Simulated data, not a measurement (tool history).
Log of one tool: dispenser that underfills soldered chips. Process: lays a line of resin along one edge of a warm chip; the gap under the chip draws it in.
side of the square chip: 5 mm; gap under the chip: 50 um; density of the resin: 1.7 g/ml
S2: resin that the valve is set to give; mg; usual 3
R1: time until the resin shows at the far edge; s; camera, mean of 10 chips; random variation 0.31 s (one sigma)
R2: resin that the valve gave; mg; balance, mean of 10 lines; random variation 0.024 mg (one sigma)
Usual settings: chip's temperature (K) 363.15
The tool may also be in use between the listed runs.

Run 1, hour 0: usual settings. Result: R1 8.7 s, R2 2.83 mg.
Run 2, hour 5.6: usual settings. Result: R1 11.9 s, R2 2.81 mg.
Run 3, hour 9.2: usual settings. Result: R1 14.4 s, R2 2.81 mg.
Run 4, hour 14.6: usual settings. Result: R1 19.4 s, R2 2.85 mg.
At hour 15.5: new syringe of resin.
Run 5, hour 21.2: usual settings but S2 3.25 mg. Result: R1 10.3 s, R2 3.08 mg.
Run 6, hour 27.1: usual settings but S2 3.25 mg. Result: R1 14.1 s, R2 3.09 mg.
Run 7, hour 31.6: usual settings but S2 3.25 mg. Result: R1 17.9 s, R2 3.09 mg.
At hour 32.7: new syringe of resin.
Run 8, hour 36.9: usual settings. Result: R1 9.8 s, R2 2.81 mg.
Run 9, hour 43.7: usual settings. Result: R1 14 s, R2 2.78 mg.
Run 10, hour 49: usual settings. Result: R1 18.7 s, R2 2.76 mg.
At hour 49.7: new syringe of resin.
Run 11, hour 54.6: usual settings. Result: R1 10.6 s, R2 2.82 mg.
At hour 61.9: dispensing valve cleaned and set on the balance.
Run 12, hour 62.2: usual settings. Result: R1 13.7 s, R2 3.01 mg.
Run 13, hour 67.2: usual settings but S2 2.89 mg. Result: R1 18.9 s, R2 2.91 mg.
At hour 67.8: new syringe of resin.
Run 14, hour 73.6: usual settings but S2 2.89 mg. Result: R1 10.9 s, R2 2.9 mg.
Run 15, hour 78.8: usual settings but S2 2.89 mg. Result: R1 13.8 s, R2 2.85 mg.
Run 16, hour 83.8: usual settings but chip's temperature (K) 353.15. Result: R1 24 s, R2 2.97 mg.
At hour 85.2: new syringe of resin.
Run 17, hour 90.8: usual settings but chip's temperature (K) 353.15. Result: R1 14.2 s, R2 2.95 mg.
Run 18, hour 97.4: usual settings but chip's temperature (K) 353.15. Result: R1 19.9 s, R2 2.97 mg.
At hour 102.3: new syringe of resin.
Run 19, hour 102.7: usual settings but chip's temperature (K) 353.15. Result: R1 10.5 s, R2 2.95 mg.
Run 20, hour 105.8: usual settings but chip's temperature (K) 356.15, S2 2.55 mg. Result: R1 12 s, R2 2.49 mg.
Run 21, hour 109.4: usual settings but chip's temperature (K) 353.15, S2 2.52 mg. Result: R1 16.1 s, R2 2.44 mg.
Run 22, hour 113.6: usual settings but chip's temperature (K) 353.15, S2 2.85 mg. Result: R1 19 s, R2 2.79 mg.
At hour 119.7: new syringe of resin.
Run 23, hour 120.9: usual settings but chip's temperature (K) 353.15, S2 2.85 mg. Result: R1 11.8 s, R2 2.84 mg.
Run 24, hour 127.5: usual settings but chip's temperature (K) 353.15, S2 2.85 mg. Result: R1 16.5 s, R2 2.81 mg.
Run 25, hour 133.1: usual settings but S2 3.29 mg. Result: R1 15.3 s, R2 3.21 mg.
At hour 137.2: new syringe of resin.
Run 26, hour 139.4: usual settings but S2 3.29 mg. Result: R1 8.7 s, R2 3.23 mg.
Run 27, hour 146: usual settings but chip's temperature (K) 374.15, S2 2.51 mg. Result: R1 9.5 s, R2 2.41 mg.
Run 28, hour 150: usual settings but chip's temperature (K) 351.15, S2 2.6 mg. Result: R1 22.4 s, R2 2.54 mg.
At hour 154.6: new syringe of resin.
Run 29, hour 155.8: usual settings but S2 3.63 mg. Result: R1 8.1 s, R2 3.52 mg.
Run 30, hour 161.4: usual settings but S2 3.63 mg. Result: R1 11.3 s, R2 3.49 mg.
Run 31, hour 168.5: usual settings but S2 3.63 mg. Result: R1 15.6 s, R2 3.5 mg.
At hour 171.7: new syringe of resin.
Run 32, hour 173.3: usual settings but chip's temperature (K) 362.15, S2 2.56 mg. Result: R1 9.4 s, R2 2.52 mg.
Run 33, hour 180.6: usual settings but chip's temperature (K) 362.15, S2 2.92 mg. Result: R1 13.2 s, R2 2.87 mg.
Run 34, hour 187.3: usual settings but S2 2.59 mg. Result: R1 18.6 s, R2 2.47 mg.
At hour 189.4: new syringe of resin.
Run 35, hour 193.7: usual settings but chip's temperature (K) 349.15, S2 2.55 mg. Result: R1 16.3 s, R2 2.44 mg.
Run 36, hour 197.4: usual settings but chip's temperature (K) 362.15, S2 2.96 mg. Result: R1 12.3 s, R2 2.91 mg.
Run 37, hour 203.2: usual settings but chip's temperature (K) 362.15, S2 2.96 mg. Result: R1 16.3 s, R2 2.85 mg.

3 ways to go on from here, each from the tool as it stands after run 37. What would each give?
At hour 206.7: new syringe of resin.
Run A, hour 210.9: usual settings but S2 2.55 mg. Result: R1 ?, R2 ?.
At hour 206.7: new syringe of resin.
Run B, hour 210.9: usual settings but chip's temperature (K) 362.15, S2 3.37 mg. Result: R1 ?, R2 ?.
At hour 206.7: new syringe of resin.
Run C, hour 210.9: usual settings but chip's temperature (K) 354.15, S2 2.96 mg. Result: R1 ?, R2 ?.

run    R1    R2
  A    10  2.44
  B   9.8   3.2
  C  12.5  2.83
Without the tool's hidden state the same runs would have given:
run    R1    R2
  A   8.1  2.55
  B   8.1  3.33
  C  10.3  2.95
